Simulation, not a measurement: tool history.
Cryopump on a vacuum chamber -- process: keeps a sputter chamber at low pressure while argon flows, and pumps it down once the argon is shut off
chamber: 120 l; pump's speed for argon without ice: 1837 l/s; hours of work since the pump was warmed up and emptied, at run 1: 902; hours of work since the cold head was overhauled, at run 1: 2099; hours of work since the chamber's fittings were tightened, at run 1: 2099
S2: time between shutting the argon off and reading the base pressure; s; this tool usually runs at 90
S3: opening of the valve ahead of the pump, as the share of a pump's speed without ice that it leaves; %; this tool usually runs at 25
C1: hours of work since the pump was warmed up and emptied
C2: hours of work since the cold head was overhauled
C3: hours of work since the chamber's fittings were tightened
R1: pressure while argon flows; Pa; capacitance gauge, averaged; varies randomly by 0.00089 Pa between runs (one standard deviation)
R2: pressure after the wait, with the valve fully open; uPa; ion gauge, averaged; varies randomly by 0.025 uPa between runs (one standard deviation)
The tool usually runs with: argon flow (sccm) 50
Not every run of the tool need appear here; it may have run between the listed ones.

{"run": 1, "hour": 0.0, "argon flow (sccm)": 50, "S2": 90, "S3": 25, "C1": 902, "C2": 2099, "C3": 2099, "R1": 0.1998, "R2": 3.03}
{"run": 2, "hour": 68.6, "argon flow (sccm)": 50, "S2": 90, "S3": 25, "C1": 952, "C2": 2149, "C3": 2149, "R1": 0.1997, "R2": 3.19}
{"run": 3, "hour": 112.8, "argon flow (sccm)": 50, "S2": 90, "S3": 25, "C1": 984, "C2": 2181, "C3": 2181, "R1": 0.2012, "R2": 3.31}
{"run": 4, "hour": 172.1, "argon flow (sccm)": 32, "S2": 90, "S3": 25, "C1": 1027, "C2": 2223, "C3": 2223, "R1": 0.1287, "R2": 3.31}
{"run": 5, "hour": 244.0, "argon flow (sccm)": 32, "S2": 90, "S3": 25, "C1": 1078, "C2": 2275, "C3": 2275, "R1": 0.1282, "R2": 3.5}
{"hour": 296.6, "done": "pump warmed up, emptied and cooled again"}
{"run": 6, "hour": 321.2, "argon flow (sccm)": 32, "S2": 90, "S3": 25, "C1": 18, "C2": 2327, "C3": 2327, "R1": 0.118, "R2": 2.79}
{"run": 7, "hour": 377.2, "argon flow (sccm)": 50, "S2": 46, "S3": 25, "C1": 58, "C2": 2368, "C3": 2368, "R1": 0.1844, "R2": 3.76}
{"run": 8, "hour": 454.8, "argon flow (sccm)": 98, "S2": 24, "S3": 47, "C1": 114, "C2": 2424, "C3": 2424, "R1": 0.1971, "R2": 5.25}
{"run": 9, "hour": 515.3, "argon flow (sccm)": 98, "S2": 101, "S3": 47, "C1": 158, "C2": 2467, "C3": 2467, "R1": 0.1964, "R2": 2.96}
{"run": 10, "hour": 559.0, "argon flow (sccm)": 29, "S2": 24, "S3": 29, "C1": 189, "C2": 2499, "C3": 2499, "R1": 0.093, "R2": 5.45}
{"hour": 585.4, "done": "leaking fittings of the chamber tightened, without venting"}
{"run": 11, "hour": 628.3, "argon flow (sccm)": 75, "S2": 53, "S3": 41, "C1": 238, "C2": 2548, "C3": 31, "R1": 0.1739, "R2": 1.64}
{"run": 12, "hour": 702.5, "argon flow (sccm)": 35, "S2": 53, "S3": 21, "C1": 291, "C2": 2601, "C3": 84, "R1": 0.1568, "R2": 1.77}
{"run": 13, "hour": 737.5, "argon flow (sccm)": 67, "S2": 118, "S3": 16, "C1": 317, "C2": 2626, "C3": 110, "R1": 0.3915, "R2": 0.92}

Here are 5 independent what-if runs from the current tool condition. What would each one return?
{"run": "A", "hour": 782.2, "argon flow (sccm)": 34, "S2": 23, "S3": 28, "C1": 349, "C2": 2659, "C3": 142, "R1": "?", "R2": "?"}
{"run": "B", "hour": 782.2, "argon flow (sccm)": 86, "S2": 90, "S3": 25, "C1": 349, "C2": 2659, "C3": 142, "R1": "?", "R2": "?"}
{"run": "C", "hour": 782.2, "argon flow (sccm)": 60, "S2": 34, "S3": 36, "C1": 349, "C2": 2659, "C3": 142, "R1": "?", "R2": "?"}
{"run": "D", "hour": 782.2, "argon flow (sccm)": 85, "S2": 111, "S3": 46, "C1": 349, "C2": 2659, "C3": 142, "R1": "?", "R2": "?"}
{"run": "E", "hour": 782.2, "argon flow (sccm)": 67, "S2": 118, "S3": 47, "C1": 349, "C2": 2659, "C3": 142, "R1": "?", "R2": "?"}

run=A R1=0.1149 R2=3.72
run=B R1=0.3239 R2=1.17
run=C R1=0.1596 R2=2.57
run=D R1=0.1774 R2=0.98
run=E R1=0.1389 R2=1.00
What these runs would have given with no unlogged condition in the tool:
run=A R1=0.1113 R2=3.58
run=B R1=0.3146 R2=1.03
run=C R1=0.1532 R2=2.43
run=D R1=0.1683 R2=0.85
run=E R1=0.1316 R2=0.86

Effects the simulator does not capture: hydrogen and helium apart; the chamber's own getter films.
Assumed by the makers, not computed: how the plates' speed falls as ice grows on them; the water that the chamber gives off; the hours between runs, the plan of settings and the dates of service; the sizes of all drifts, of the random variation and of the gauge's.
